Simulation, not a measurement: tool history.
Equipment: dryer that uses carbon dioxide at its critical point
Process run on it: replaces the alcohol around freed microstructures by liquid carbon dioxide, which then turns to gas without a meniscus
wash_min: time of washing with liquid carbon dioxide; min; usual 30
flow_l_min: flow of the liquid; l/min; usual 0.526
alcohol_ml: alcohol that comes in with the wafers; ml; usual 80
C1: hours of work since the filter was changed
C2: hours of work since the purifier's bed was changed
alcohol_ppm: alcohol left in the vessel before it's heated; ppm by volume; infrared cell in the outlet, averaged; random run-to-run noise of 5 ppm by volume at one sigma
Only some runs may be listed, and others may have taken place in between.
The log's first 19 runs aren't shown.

Run 20, hour 961.6: usual settings; C1 99; C2 1079. Result: alcohol_ppm 263 ppm by volume.
Run 21, hour 1015: usual settings; C1 120; C2 1100. Result: alcohol_ppm 265 ppm by volume.
Run 22, hour 1066.1: usual settings but wash_min 26 min, alcohol_ml 61 ml; C1 140; C2 1120. Result: alcohol_ppm 311 ppm by volume.
Run 23, hour 1121.9: usual settings but wash_min 19 min; C1 161; C2 1142. Result: alcohol_ppm 731 ppm by volume.
Run 24, hour 1158.7: usual settings but wash_min 27 min; C1 176; C2 1156. Result: alcohol_ppm 318 ppm by volume.
Run 25, hour 1207.7: usual settings but flow_l_min 0.66 l/min, alcohol_ml 22 ml; C1 195; C2 1175. Result: alcohol_ppm 242 ppm by volume.
Run 26, hour 1256.8: usual settings but wash_min 27 min, flow_l_min 0.458 l/min, alcohol_ml 22 ml; C1 214; C2 1194. Result: alcohol_ppm 301 ppm by volume.
Run 27, hour 1302.3: usual settings but wash_min 27 min, flow_l_min 0.458 l/min, alcohol_ml 22 ml; C1 232; C2 1212. Result: alcohol_ppm 301 ppm by volume.
Run 28, hour 1351.3: usual settings but flow_l_min 0.399 l/min; C1 251; C2 1231. Result: alcohol_ppm 524 ppm by volume.
Run 29, hour 1385.9: usual settings but wash_min 41 min, alcohol_ml 97 ml; C1 264; C2 1245. Result: alcohol_ppm 264 ppm by volume.
Run 30, hour 1418.6: usual settings but wash_min 41 min, alcohol_ml 97 ml; C1 277; C2 1257. Result: alcohol_ppm 272 ppm by volume.
Run 31, hour 1467.2: usual settings but wash_min 41 min, alcohol_ml 97 ml; C1 296; C2 1276. Result: alcohol_ppm 267 ppm by volume.
Run 32, hour 1525.3: usual settings but wash_min 23 min, flow_l_min 0.706 l/min, alcohol_ml 97 ml; C1 319; C2 1299. Result: alcohol_ppm 318 ppm by volume.
Run 33, hour 1583.7: usual settings but wash_min 34 min, flow_l_min 0.735 l/min, alcohol_ml 45 ml; C1 341; C2 1322. Result: alcohol_ppm 276 ppm by volume.
Run 34, hour 1650: usual settings but wash_min 21 min, alcohol_ml 84 ml; C1 367; C2 1347. Result: alcohol_ppm 704 ppm by volume.
Run 35, hour 1707.2: usual settings but wash_min 28 min, flow_l_min 0.855 l/min, alcohol_ml 27 ml; C1 389; C2 1370. Result: alcohol_ppm 278 ppm by volume.
Run 36, hour 1769.8: usual settings but wash_min 28 min, flow_l_min 0.855 l/min, alcohol_ml 27 ml; C1 414; C2 1394. Result: alcohol_ppm 292 ppm by volume.
Run 37, hour 1797.6: usual settings but flow_l_min 0.856 l/min, alcohol_ml 73 ml; C1 425; C2 1405. Result: alcohol_ppm 283 ppm by volume.
Run 38, hour 1841.6: usual settings but wash_min 41 min, flow_l_min 0.338 l/min, alcohol_ml 69 ml; C1 442; C2 1422. Result: alcohol_ppm 443 ppm by volume.
At hour 1850.8: purifier's bed changed.
Run 39, hour 1884.3: usual settings but wash_min 41 min, flow_l_min 0.338 l/min, alcohol_ml 24 ml; C1 457; C2 13. Result: alcohol_ppm 61 ppm by volume.

4 options for the next run, each taken on its own from the tool as it stands now. Forecast them:
At hour 1915.1: inlet filter changed.
Run A, hour 1915.8: usual settings but wash_min 39 min, flow_l_min 0.336 l/min, alcohol_ml 88 ml; C1 0; C2 25. Result: alcohol_ppm ?.
At hour 1915.1: inlet filter changed.
Run B, hour 1915.8: usual settings but wash_min 24 min, flow_l_min 0.564 l/min, alcohol_ml 24 ml; C1 0; C2 25. Result: alcohol_ppm ?.
At hour 1915.1: inlet filter changed.
Run C, hour 1915.8: usual settings but wash_min 19 min; C1 0; C2 25. Result: alcohol_ppm ?.
At hour 1915.1: inlet filter changed.
Run D, hour 1915.8: usual settings but alcohol_ml 81 ml; C1 0; C2 25. Result: alcohol_ppm ?.

run  alcohol_ppm
  A          114
  B           32
  C          410
  D           38
What these runs would have given with no unlogged condition in the tool:
run  alcohol_ppm
  A          106
  B           26
  C          400
  D           32

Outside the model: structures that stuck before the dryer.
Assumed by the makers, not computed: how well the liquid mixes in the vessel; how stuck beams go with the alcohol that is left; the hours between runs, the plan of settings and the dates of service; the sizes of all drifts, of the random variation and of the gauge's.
